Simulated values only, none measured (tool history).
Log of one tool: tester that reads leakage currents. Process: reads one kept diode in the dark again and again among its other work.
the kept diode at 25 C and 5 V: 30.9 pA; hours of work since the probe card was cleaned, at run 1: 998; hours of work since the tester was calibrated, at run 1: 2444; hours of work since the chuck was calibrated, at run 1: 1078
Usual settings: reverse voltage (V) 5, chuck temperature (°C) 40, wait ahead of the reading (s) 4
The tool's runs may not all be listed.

| run | hour | reverse voltage (V) | chuck temperature (°C) | wait ahead of the reading (s) | hours of work since the probe card was cleaned | hours of work since the tester was calibrated | hours of work since the chuck was calibrated | current that the tester gives (pA) |
|---|---|---|---|---|---|---|---|---|
| 1 | 0 | 5 | 40 | 4 | 998 | 2444 | 1078 | 115.33 |
| 2 | 56.7 | 5 | 40 | 4 | 1027 | 2473 | 1107 | 115.35 |
|  | 91.8 | probe card cleaned and baked |
| 3 | 142.5 | 5 | 40 | 4 | 26 | 2515 | 1149 | 106.55 |
| 4 | 212.3 | 5 | 40 | 4 | 61 | 2550 | 1185 | 107.27 |
| 5 | 317.8 | 5 | 40 | 4 | 115 | 2604 | 1238 | 107.46 |
| 6 | 420 | 5 | 40 | 4 | 166 | 2656 | 1290 | 107.97 |
| 7 | 530.9 | 5 | 40 | 4 | 223 | 2712 | 1346 | 107.56 |
| 8 | 602.8 | 5 | 40 | 4 | 259 | 2748 | 1382 | 107.94 |
| 9 | 683.6 | 5 | 40 | 2.78 | 300 | 2789 | 1423 | 109.1 |
| 10 | 767.4 | 5 | 40 | 2.78 | 343 | 2832 | 1466 | 108.89 |
| 11 | 839.1 | 1.32 | 40 | 2.78 | 379 | 2868 | 1502 | 52.53 |
| 12 | 943.5 | 1.32 | 40 | 2.78 | 432 | 2921 | 1555 | 52.81 |
|  | 952.3 | chuck's temperature calibrated |
| 13 | 1005.2 | 5 | 39 | 4 | 462 | 2951 | 27 | 101.09 |
| 14 | 1062.9 | 5 | 40 | 4 | 491 | 2981 | 56 | 109.16 |
| 15 | 1150.3 | 5 | 40 | 4 | 536 | 3025 | 100 | 109.64 |
| 16 | 1200.3 | 5 | 40 | 4 | 561 | 3050 | 126 | 109.22 |
| 17 | 1259.7 | 5 | 40 | 6.75 | 591 | 3080 | 156 | 109.71 |
| 18 | 1341.5 | 5 | 40 | 6.75 | 633 | 3122 | 197 | 109.56 |
|  | 1348.9 | chuck's temperature calibrated, once more |
| 19 | 1398.7 | 5 | 40 | 6.75 | 661 | 3150 | 25 | 113.22 |
| 20 | 1503.2 | 5 | 40 | 6.75 | 714 | 3203 | 78 | 113.35 |
| 21 | 1619.5 | 5 | 40 | 6.75 | 772 | 3262 | 137 | 114.13 |
| 22 | 1672.1 | 5 | 40 | 6.75 | 799 | 3288 | 164 | 113.69 |
| 23 | 1726.8 | 5 | 40 | 6.75 | 827 | 3316 | 192 | 115.13 |
| 24 | 1833 | 5 | 40 | 1.28 | 881 | 3370 | 245 | 115.59 |
| 25 | 1933.8 | 5 | 40 | 1.28 | 932 | 3421 | 297 | 116.91 |
| 26 | 2053.7 | 5 | 40 | 1.28 | 993 | 3482 | 357 | 116.64 |
| 27 | 2138.5 | 5 | 40 | 1.28 | 1036 | 3525 | 400 | 115.97 |
|  | 2151.6 | probe card cleaned and baked |
| 28 | 2247.3 | 5 | 40 | 1.28 | 49 | 3579 | 454 | 109.02 |
| 29 | 2304.2 | 1.39 | 32 | 4 | 77 | 3607 | 483 | 28.43 |
| 30 | 2409.3 | 3.4 | 23 | 2.45 | 131 | 3661 | 536 | 22.16 |
| 31 | 2491.8 | 6.09 | 40 | 4.06 | 172 | 3702 | 578 | 120.43 |
| 32 | 2610 | 3.23 | 43 | 6.11 | 232 | 3762 | 638 | 107.44 |
| 33 | 2675.8 | 1.42 | 35 | 3.29 | 266 | 3796 | 671 | 36.86 |
| 34 | 2754.5 | 1.46 | 43 | 3.29 | 306 | 3836 | 711 | 70.17 |
| 35 | 2835.4 | 7.49 | 57 | 6.89 | 347 | 3877 | 752 | 477.04 |
| 36 | 2943.5 | 5 | 29 | 1.66 | 401 | 3931 | 807 | 47.48 |
| 37 | 3034.6 | 5 | 29 | 1.66 | 448 | 3978 | 853 | 47.3 |
| 38 | 3105.9 | 5 | 29 | 1.66 | 484 | 4014 | 889 | 47.74 |
| 39 | 3177.5 | 11.67 | 30 | 0.89 | 520 | 4050 | 926 | 87.89 |

The same runs without the tool's hidden state, with the same run-to-run variation:
The hidden state here: stray current of the dirty probe card, pA a volt; current scale over the true one, %; true chuck temperature over the reading, C; drift of the gauge itself on leakage_pa, %.
| run | current that the tester gives (pA) |
|---|---|
| 1 | 107.99 |
| 2 | 107.87 |
| 3 | 107.48 |
| 4 | 108.01 |
| 5 | 107.89 |
| 6 | 108.12 |
| 7 | 107.44 |
| 8 | 107.64 |
| 9 | 108.57 |
| 10 | 108.12 |
| 11 | 52.73 |
| 12 | 52.95 |
| 13 | 99.84 |
| 14 | 107.89 |
| 15 | 108.11 |
| 16 | 107.53 |
| 17 | 107.83 |
| 18 | 107.48 |
| 19 | 107.67 |
| 20 | 107.49 |
| 21 | 107.93 |
| 22 | 107.37 |
| 23 | 108.56 |
| 24 | 108.77 |
| 25 | 109.71 |
| 26 | 109.14 |
| 27 | 108.34 |
| 28 | 109.42 |
| 29 | 28.5 |
| 30 | 21.67 |
| 31 | 119.93 |
| 32 | 107.46 |
| 33 | 36.73 |
| 34 | 70.35 |
| 35 | 478.65 |
| 36 | 44.98 |
| 37 | 44.51 |
| 38 | 44.7 |
| 39 | 79.57 |
